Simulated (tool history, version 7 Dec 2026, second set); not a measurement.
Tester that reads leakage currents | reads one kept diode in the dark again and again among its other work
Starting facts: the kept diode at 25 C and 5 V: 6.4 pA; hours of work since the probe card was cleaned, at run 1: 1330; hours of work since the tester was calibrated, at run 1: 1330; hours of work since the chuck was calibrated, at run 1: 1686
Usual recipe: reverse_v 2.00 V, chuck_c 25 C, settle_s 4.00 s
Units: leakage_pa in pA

run,day,reverse_v,chuck_c,settle_s,hours of work since the probe card was cleaned,hours of work since the tester was calibrated,hours of work since the chuck was calibrated,leakage_pa
1,0.000,2.00,25,4.00,1330,1330,1686,4.10
2,7.358,2.00,25,4.00,1457,1457,1813,3.97
3,11.267,2.00,25,3.01,1524,1524,1881,4.03
4,17.988,2.00,25,3.61,1641,1641,1997,3.93
5,23.775,2.00,25,3.61,1741,1741,2097,4.03
6,29.304,2.00,25,3.61,1836,1836,2192,3.96
7,37.271,2.00,25,4.00,1974,1974,2330,3.92
# day 41.962: chuck's temperature calibrated
8,46.188,2.00,48,4.00,2126,2126,73,24.06
9,50.325,2.00,48,4.00,2198,2198,145,24.05
10,55.804,2.00,48,4.00,2293,2293,239,24.15
11,60.267,6.10,38,0.88,2370,2370,316,21.90
# day 68.058: probe card cleaned and baked
12,68.058,14.52,33,2.48,0,2502,449,23.77
13,72.796,6.29,25,0.34,82,2584,531,9.80
14,76.854,2.00,25,1.34,152,2654,601,4.05
15,84.638,2.00,25,2.08,286,2789,735,3.96
16,91.842,2.00,25,2.08,411,2913,860,3.97
17,96.008,12.14,36,7.70,483,2985,932,26.45
18,103.025,12.14,36,7.70,604,3106,1053,26.64
19,106.788,12.14,36,7.70,669,3172,1118,26.82

Hidden state at the last listed run before each entry between runs and at the first one after, where it differs:
After run 7, before run 8: chuck's temperature calibrated (day 41.962)
  nothing in the hidden state changes from one run to the other
After run 11, before run 12: probe card cleaned and baked (day 68.058)
  stray current of the dirty probe card, pA a volt: 0.021 -> 0.02
